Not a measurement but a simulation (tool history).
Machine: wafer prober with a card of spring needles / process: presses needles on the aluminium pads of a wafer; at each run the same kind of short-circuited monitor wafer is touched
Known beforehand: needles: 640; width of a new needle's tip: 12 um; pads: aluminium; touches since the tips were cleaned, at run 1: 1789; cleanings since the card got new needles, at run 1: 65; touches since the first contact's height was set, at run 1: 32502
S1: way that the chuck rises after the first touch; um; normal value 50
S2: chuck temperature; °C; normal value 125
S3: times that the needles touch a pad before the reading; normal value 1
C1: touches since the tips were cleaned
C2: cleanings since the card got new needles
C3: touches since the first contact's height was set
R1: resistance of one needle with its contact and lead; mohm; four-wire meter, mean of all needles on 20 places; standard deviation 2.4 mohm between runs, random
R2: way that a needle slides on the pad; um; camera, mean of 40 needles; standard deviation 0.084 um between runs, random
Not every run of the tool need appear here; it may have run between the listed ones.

| run | hour | S1 | S2 | S3 | C1 | C2 | C3 | R1 | R2 |
|---|---|---|---|---|---|---|---|---|---|
| 1 | 0.0 | 50 | 125 | 1 | 1789 | 65 | 32502 | 274 | 11.25 |
|  | 14.7 | tips cleaned on abrasive film |
|  | 31.5 | tips cleaned on abrasive film |
| 2 | 43.7 | 50 | 125 | 1 | 5990 | 67 | 53763 | 283 | 11.08 |
|  | 47.7 | tips cleaned on abrasive film |
|  | 64.9 | tips cleaned on abrasive film |
| 3 | 66.3 | 50 | 125 | 1 | 702 | 69 | 64670 | 277 | 11.08 |
|  | 82.6 | tips cleaned on abrasive film |
| 4 | 95.6 | 50 | 125 | 1 | 6383 | 70 | 78943 | 277 | 11.25 |
|  | 100.3 | tips cleaned on abrasive film |
|  | 118.1 | tips cleaned on abrasive film |
| 5 | 121.8 | 50 | 125 | 1 | 1793 | 72 | 91604 | 277 | 11.21 |
|  | 136.1 | tips cleaned on abrasive film |
|  | 153.3 | tips cleaned on abrasive film |
| 6 | 156.3 | 50 | 125 | 1 | 1472 | 74 | 108381 | 279 | 11.04 |
|  | 170.9 | tips cleaned on abrasive film |
| 7 | 179.8 | 50 | 125 | 1 | 4348 | 75 | 119817 | 278 | 11.15 |
|  | 187.4 | tips cleaned on abrasive film |
|  | 204.2 | tips cleaned on abrasive film |
| 8 | 219.2 | 50 | 125 | 1 | 7330 | 77 | 138922 | 277 | 11.08 |
|  | 222.6 | tips cleaned on abrasive film |
|  | 240.5 | tips cleaned on abrasive film |
| 9 | 250.9 | 50 | 125 | 1 | 5071 | 79 | 154291 | 276 | 11.22 |
|  | 257.3 | tips cleaned on abrasive film |
|  | 273.3 | tips cleaned on abrasive film |
| 10 | 277.8 | 50 | 125 | 1 | 2204 | 81 | 167341 | 277 | 11.07 |
|  | 292.3 | tips cleaned on abrasive film |
|  | 308.8 | tips cleaned on abrasive film |
|  | 309.1 | height of the first contact set anew |
| 11 | 314.9 | 50 | 125 | 1 | 2801 | 83 | 2801 | 278 | 11.10 |
|  | 325.3 | tips cleaned on abrasive film |
| 12 | 337.2 | 50 | 125 | 1 | 5786 | 84 | 13641 | 283 | 11.24 |
|  | 342.8 | tips cleaned on abrasive film |
|  | 358.6 | tips cleaned on abrasive film |
| 13 | 363.3 | 50 | 125 | 1 | 2281 | 86 | 26307 | 276 | 11.10 |
|  | 376.1 | tips cleaned on abrasive film |
|  | 392.0 | tips cleaned on abrasive film |
| 14 | 392.0 | 50 | 125 | 1 | 0 | 88 | 40235 | 276 | 11.10 |
|  | 408.5 | tips cleaned on abrasive film |
|  | 426.3 | tips cleaned on abrasive film |
| 15 | 430.7 | 32 | 125 | 1 | 2151 | 90 | 59020 | 286 | 7.04 |
|  | 445.5 | tips cleaned on abrasive film |
|  | 462.0 | tips cleaned on abrasive film |
| 16 | 465.2 | 32 | 125 | 1 | 1580 | 92 | 75773 | 286 | 7.02 |
|  | 481.0 | tips cleaned on abrasive film |
|  | 499.4 | tips cleaned on abrasive film |
| 17 | 508.5 | 65 | 40 | 2 | 4463 | 94 | 96818 | 251 | 14.50 |
|  | 515.9 | tips cleaned on abrasive film |
|  | 535.2 | tips cleaned on abrasive film |
| 18 | 546.9 | 65 | 40 | 2 | 5676 | 96 | 115436 | 250 | 14.33 |
|  | 552.3 | tips cleaned on abrasive film |
|  | 570.0 | tips cleaned on abrasive film |
| 19 | 583.1 | 45 | 40 | 3 | 6393 | 98 | 133006 | 256 | 9.95 |
|  | 587.1 | tips cleaned on abrasive film |
|  | 604.8 | tips cleaned on abrasive film |
|  | 620.6 | tips cleaned on abrasive film |
| 20 | 623.2 | 45 | 40 | 3 | 1257 | 101 | 152465 | 254 | 10.11 |
|  | 637.0 | tips cleaned on abrasive film |
| 21 | 651.8 | 66 | 125 | 1 | 7204 | 102 | 166356 | 274 | 14.60 |
|  | 655.8 | tips cleaned on abrasive film |
|  | 672.3 | tips cleaned on abrasive film |
| 22 | 672.3 | 35 | 64 | 2 | 0 | 104 | 176303 | 263 | 7.68 |
|  | 685.2 | height of the first contact set anew |
|  | 689.0 | tips cleaned on abrasive film |
|  | 706.7 | tips cleaned on abrasive film |
| 23 | 716.0 | 38 | 86 | 1 | 4526 | 106 | 14913 | 269 | 8.55 |
|  | 724.4 | tips cleaned on abrasive film |
|  | 743.6 | tips cleaned on abrasive film |
| 24 | 746.9 | 64 | 89 | 2 | 1644 | 108 | 29940 | 263 | 14.10 |
|  | 760.2 | tips cleaned on abrasive film |
| 25 | 769.2 | 43 | 32 | 2 | 4428 | 109 | 40776 | 250 | 9.62 |
|  | 776.7 | tips cleaned on abrasive film |
|  | 794.3 | tips cleaned on abrasive film |
| 26 | 802.8 | 35 | 125 | 2 | 4170 | 111 | 57091 | 286 | 7.76 |
|  | 812.1 | tips cleaned on abrasive film |
|  | 829.5 | tips cleaned on abrasive film |
| 27 | 833.4 | 57 | 76 | 1 | 1910 | 113 | 71905 | 261 | 12.63 |
|  | 846.9 | tips cleaned on abrasive film |
|  | 864.1 | tips cleaned on abrasive film |
| 28 | 876.9 | 32 | 125 | 1 | 6285 | 115 | 93075 | 288 | 7.19 |
|  | 883.0 | tips cleaned on abrasive film |
|  | 900.8 | tips cleaned on abrasive film |
| 29 | 900.8 | 31 | 125 | 2 | 0 | 117 | 104599 | 289 | 6.95 |
|  | 918.0 | tips cleaned on abrasive film |
| 30 | 927.5 | 34 | 125 | 2 | 4625 | 118 | 117602 | 286 | 7.60 |

Below are 4 alternative next runs, each starting from the tool's condition after run 30. Predict each:
|  | 935.8 | tips cleaned on abrasive film |
|  | 951.7 | tips cleaned on abrasive film |
| A | 963.4 | 64 | 125 | 1 | 5706 | 120 | 135031 | ? | ? |
|  | 935.8 | tips cleaned on abrasive film |
|  | 951.7 | tips cleaned on abrasive film |
| B | 963.4 | 37 | 69 | 1 | 5706 | 120 | 135031 | ? | ? |
|  | 935.8 | tips cleaned on abrasive film |
|  | 951.7 | tips cleaned on abrasive film |
| C | 963.4 | 36 | 84 | 1 | 5706 | 120 | 135031 | ? | ? |
|  | 935.8 | tips cleaned on abrasive film |
|  | 951.7 | tips cleaned on abrasive film |
| D | 963.4 | 50 | 125 | 2 | 5706 | 120 | 135031 | ? | ? |

| run | R1 | R2 |
|---|---|---|
| A | 279 | 14.21 |
| B | 267 | 8.24 |
| C | 272 | 7.98 |
| D | 281 | 11.06 |
Without the tool's unlogged condition, the same runs would have read:
| run | R1 | R2 |
|---|---|---|
| A | 279 | 14.21 |
| B | 267 | 8.24 |
| C | 271 | 7.98 |
| D | 281 | 11.07 |
